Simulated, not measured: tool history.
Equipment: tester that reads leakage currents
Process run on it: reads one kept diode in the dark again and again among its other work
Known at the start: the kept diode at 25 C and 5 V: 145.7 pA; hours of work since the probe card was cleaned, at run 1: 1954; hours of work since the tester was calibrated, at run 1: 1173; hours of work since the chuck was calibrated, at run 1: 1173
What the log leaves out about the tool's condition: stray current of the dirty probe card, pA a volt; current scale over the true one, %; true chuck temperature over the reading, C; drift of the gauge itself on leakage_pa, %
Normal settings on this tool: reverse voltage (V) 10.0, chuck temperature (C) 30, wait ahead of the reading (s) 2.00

run    hour  reverse voltage (V)  chuck temperature (C)  wait ahead of the reading (s)  hours of work since the probe card was cleaned  hours of work since the tester was calibrated  hours of work since the chuck was calibrated  current that the tester gives (pA)
  1     0.0                 10.0                     30                           2.00                                            1954                                           1173                                          1173                              298.26
  2    47.5                 10.0                     30                           2.00                                            1980                                           1199                                          1199                              298.21
       64.7  -- chuck's temperature calibrated
  3   115.0                 10.0                     30                           1.85                                            2017                                           1236                                            28                              328.53
  4   191.9                 10.0                     30                           7.12                                            2060                                           1279                                            71                              325.55
  5   255.1                 10.0                     30                           7.12                                            2095                                           1314                                           107                              323.69
  6   338.8                  8.2                     30                           2.00                                            2142                                           1361                                           154                              290.04
  7   444.8                  8.2                     30                           2.00                                            2202                                           1421                                           213                              287.32
  8   518.4                  8.2                     30                           2.00                                            2243                                           1462                                           254                              288.21
  9   569.2                  8.2                     30                           2.00                                            2272                                           1491                                           283                              287.58
 10   632.1                 10.0                     30                           2.00                                            2307                                           1526                                           318                              321.74
 11   702.8                 10.0                     30                           4.51                                            2346                                           1565                                           358                              318.56
 12   758.5                  2.6                     30                           2.00                                            2378                                           1597                                           389                              148.11
 13   838.5                  1.4                     30                           2.00                                            2422                                           1641                                           434                              104.29
 14   941.8                  1.4                     30                           2.12                                            2480                                           1699                                           492                              104.00
 15  1024.2                 10.0                     30                           2.00                                            2527                                           1746                                           538                              315.82
 16  1106.4                 10.0                     30                           2.00                                            2573                                           1792                                           584                              315.76
 17  1167.9                 10.0                     30                           2.00                                            2607                                           1826                                           618                              314.25
 18  1229.2                 10.0                     53                           2.00                                            2641                                           1860                                           653                             1641.76
 19  1306.9                 10.0                     53                           2.00                                            2685                                           1904                                           696                             1640.33
 20  1363.2                 10.0                     30                           0.35                                            2717                                           1936                                           728                              317.62
 21  1446.5                  5.9                     40                           3.50                                            2763                                           1982                                           775                              484.67
 22  1499.0                  1.7                     40                           6.37                                            2793                                           2012                                           804                              240.96
     1512.1  -- probe card cleaned and baked
 23  1608.3                  1.7                     40                           6.37                                              54                                           2071                                           864                              235.65
 24  1661.6                  1.7                     40                           6.37                                              84                                           2101                                           894                              236.35
 25  1730.1                  1.7                     40                           6.37                                             122                                           2140                                           932                              234.80
 26  1820.9                 11.7                     38                           1.08                                             173                                           2191                                           983                              587.60
 27  1935.9                 14.8                     27                           0.35                                             238                                           2255                                          1047                              291.89
 28  2038.7                  4.6                     22                           3.83                                             295                                           2313                                          1105                               96.93
 29  2137.8                  5.4                     26                           2.00                                             351                                           2368                                          1160                              146.81
     2223.6  -- chuck's temperature calibrated
 30  2250.1                  2.2                     24                           2.00                                             413                                           2430                                            15                               85.26
 31  2313.1                  2.0                     24                           8.62                                             448                                           2465                                            50                               80.27
 32  2421.2                  2.0                     24                           8.62                                             509                                           2526                                           111                               79.89
 33  2519.6                  3.9                     26                           2.16                                             564                                           2581                                           166                              136.15
 34  2598.6                 10.0                     36                           2.00                                             608                                           2625                                           210                              498.63
 35  2708.6                 14.8                     36                           5.63                                             670                                           2687                                           272                              614.41
 36  2787.0                  2.1                     30                           0.51                                             714                                           2731                                           316                              132.16
 37  2838.0                 10.0                     48                           8.03                                             742                                           2760                                           344                             1196.27
 38  2887.4                  2.9                     30                           7.65                                             770                                           2787                                           372                              156.54
 39  2977.6                  2.9                     30                           7.65                                             820                                           2838                                           423                              154.63

Entry by entry between the runs, the difference in hidden state between the last listed run before and the first listed run after:
In the gap between runs 2 and 3: chuck's temperature calibrated (hour 64.7)
  stray current of the dirty probe card, pA a volt: 1.386 -> 1.41; true chuck temperature over the reading, C: -1.5 -> -0.26
  measured minus no-state result, current that the tester gives (pA): -23.00 -> +6.76
In the gap between runs 22 and 23: probe card cleaned and baked (hour 1512.1)
  stray current of the dirty probe card, pA a volt: 1.932 -> 0.065; current scale over the true one, %: -0.34 -> -0.35; true chuck temperature over the reading, C: -1.17 -> -1.23
  measured minus no-state result, current that the tester gives (pA): -19.27 -> -23.49
In the gap between runs 29 and 30: chuck's temperature calibrated (hour 2223.6)
  stray current of the dirty probe card, pA a volt: 0.27 -> 0.313; current scale over the true one, %: -0.41 -> -0.42; true chuck temperature over the reading, C: -1.57 -> -0.1
  measured minus no-state result, current that the tester gives (pA): -19.22 -> -0.43

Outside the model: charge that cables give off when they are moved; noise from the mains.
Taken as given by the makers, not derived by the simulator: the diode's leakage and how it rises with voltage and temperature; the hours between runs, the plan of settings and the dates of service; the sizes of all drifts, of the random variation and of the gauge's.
